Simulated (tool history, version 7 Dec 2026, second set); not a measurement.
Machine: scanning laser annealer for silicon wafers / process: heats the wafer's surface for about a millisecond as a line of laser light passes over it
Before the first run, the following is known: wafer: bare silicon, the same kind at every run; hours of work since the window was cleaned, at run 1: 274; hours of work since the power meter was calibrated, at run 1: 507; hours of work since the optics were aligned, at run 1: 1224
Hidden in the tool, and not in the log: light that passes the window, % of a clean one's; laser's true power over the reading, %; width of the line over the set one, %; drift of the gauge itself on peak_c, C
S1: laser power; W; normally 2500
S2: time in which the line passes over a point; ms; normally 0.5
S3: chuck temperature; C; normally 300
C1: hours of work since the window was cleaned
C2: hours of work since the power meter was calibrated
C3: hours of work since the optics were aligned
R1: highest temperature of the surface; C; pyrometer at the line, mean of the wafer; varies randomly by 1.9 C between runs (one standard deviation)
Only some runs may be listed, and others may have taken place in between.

run 1 hour=0 | S1=2500 S2=0.5 S3=300 | C1=274 C2=507 C3=1224 | R1=1058
run 2 hour=33.7 | S1=2500 S2=0.5 S3=300 | C1=295 C2=529 C3=1246 | R1=1057
run 3 hour=74.1 | S1=2500 S2=0.5 S3=300 | C1=321 C2=554 C3=1271 | R1=1053
run 4 hour=117.7 | S1=2500 S2=0.5 S3=300 | C1=349 C2=582 C3=1299 | R1=1054
run 5 hour=159.6 | S1=2500 S2=0.5 S3=300 | C1=375 C2=608 C3=1325 | R1=1055
run 6 hour=193.5 | S1=2459 S2=0.5 S3=300 | C1=396 C2=630 C3=1347 | R1=1039
-- hour=231 window over the wafer cleaned
run 7 hour=243.2 | S1=2354 S2=0.5 S3=300 | C1=8 C2=660 C3=1377 | R1=1022
run 8 hour=267.6 | S1=2354 S2=0.5 S3=300 | C1=23 C2=675 C3=1392 | R1=1020
run 9 hour=302.6 | S1=2500 S2=0.383 S3=300 | C1=45 C2=697 C3=1414 | R1=954
run 10 hour=350.8 | S1=2500 S2=0.383 S3=300 | C1=76 C2=728 C3=1445 | R1=954
run 11 hour=380.3 | S1=2500 S2=0.383 S3=300 | C1=94 C2=747 C3=1464 | R1=955
run 12 hour=404.8 | S1=2500 S2=0.383 S3=300 | C1=110 C2=762 C3=1479 | R1=951
run 13 hour=434.7 | S1=2500 S2=0.384 S3=279 | C1=129 C2=781 C3=1498 | R1=930
run 14 hour=458.2 | S1=2542 S2=0.5 S3=307 | C1=144 C2=796 C3=1513 | R1=1081
run 15 hour=490.9 | S1=2699 S2=0.384 S3=298 | C1=164 C2=817 C3=1534 | R1=1006
run 16 hour=515.6 | S1=2699 S2=0.384 S3=298 | C1=180 C2=832 C3=1549 | R1=1004
-- hour=538.2 optics aligned, line set to its width
run 17 hour=569.3 | S1=2699 S2=0.384 S3=279 | C1=211 C2=863 C3=20 | R1=993
run 18 hour=594.2 | S1=2699 S2=0.486 S3=335 | C1=227 C2=879 C3=35 | R1=1151
run 19 hour=625.2 | S1=2699 S2=0.486 S3=335 | C1=246 C2=898 C3=55 | R1=1152
run 20 hour=654 | S1=2380 S2=0.473 S3=335 | C1=264 C2=916 C3=73 | R1=1039
run 21 hour=676.4 | S1=2548 S2=0.537 S3=300 | C1=279 C2=931 C3=87 | R1=1114
run 22 hour=723.3 | S1=2548 S2=0.537 S3=300 | C1=308 C2=960 C3=117 | R1=1111
run 23 hour=765.8 | S1=2548 S2=0.473 S3=300 | C1=335 C2=987 C3=144 | R1=1053
run 24 hour=809.9 | S1=2548 S2=0.473 S3=300 | C1=363 C2=1015 C3=172 | R1=1052

How would selected steps in R1 from run to run divide? Give the signed amount a tool lacking its hidden state would still show from settings, what came in and random variation, and the signed amount left for the hidden state, including any gauge scatter that is not in both of the compared results.
Run 6 -> 7: S1 2459 -> 2354, window over the wafer cleaned. R1 -17 C: hidden state +18, all else -35.
Run 13 -> 14: S1 2500 -> 2542, S2 0.384 -> 0.5, S3 279 -> 307. R1 +151 C: hidden state -4, all else +155.
Run 16 -> 17: S3 298 -> 279, optics aligned, line set to its width. R1 -11 C: hidden state +8, all else -19.
Run 17 -> 18: S2 0.384 -> 0.486, S3 279 -> 335. R1 +158 C: hidden state -3, all else +161.
